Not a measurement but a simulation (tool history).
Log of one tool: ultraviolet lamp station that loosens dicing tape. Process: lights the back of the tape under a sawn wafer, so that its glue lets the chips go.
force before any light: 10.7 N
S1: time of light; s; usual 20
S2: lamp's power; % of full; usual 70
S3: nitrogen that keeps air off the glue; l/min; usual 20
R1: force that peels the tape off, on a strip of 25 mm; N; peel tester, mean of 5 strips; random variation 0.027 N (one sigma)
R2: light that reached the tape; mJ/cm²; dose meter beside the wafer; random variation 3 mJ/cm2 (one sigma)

run   hour  S1  S2  S3     R1   R2
  1      0  20  70  20  1.553  414
  2    9.5  20  70  20  1.579  410
  3   18.1  11  70  20  3.749  223
  4   23.8  11  70  20  3.632  223
  5   29.3  11  70  20   3.72  225
  6   35.4  11  70  20  3.691  226
  7   42.7  20  70  20  1.615  406
  8   48.5  25  70  20  1.095  509
  9     56  25  70  20  1.121  502
 10   62.6  25  70  20  1.111  503
 11     67  20  70  33  1.456  400
      68.4  -- window cleaned of glue's vapour
 12   72.7  20  70  33  1.492  392
 13   77.1  20  70  33  1.487  394
 14     85  13  75  28   2.69  271
 15     93  20  81  16  1.471  452
 16  101.2  20  81  16  1.482  450
     103.7  -- window cleaned of glue's vapour, once more
 17  106.3  13  81  19  2.343  327
 18  115.4  13  81  19  2.331  318
 19  120.4  13  96  19  1.845  387
 20  124.9  13  79  19  2.521  315
 21  129.5  13  80  20  2.463  322
 22  134.6  17  91  30  1.063  470

5 ways to go on from here, each from the tool as it stands after run 22. What would each give?
  A  141.4  32  62  38   ?   ?
  B  141.4  10  65  39   ?   ?
  C  141.4  17  78  30   ?   ?
  D  141.4  20  71  21   ?   ?
  E  141.4  10  88  15   ?   ?

run     R1   R2
  A  0.607  608
  B  3.739  194
  C  1.462  407
  D  1.429  432
  E  3.226  268
Without the tool's hidden state the same runs would have given:
run     R1   R2
  A   0.53  647
  B    3.5  207
  C    1.3  434
  D   1.27  461
  E  2.992  285

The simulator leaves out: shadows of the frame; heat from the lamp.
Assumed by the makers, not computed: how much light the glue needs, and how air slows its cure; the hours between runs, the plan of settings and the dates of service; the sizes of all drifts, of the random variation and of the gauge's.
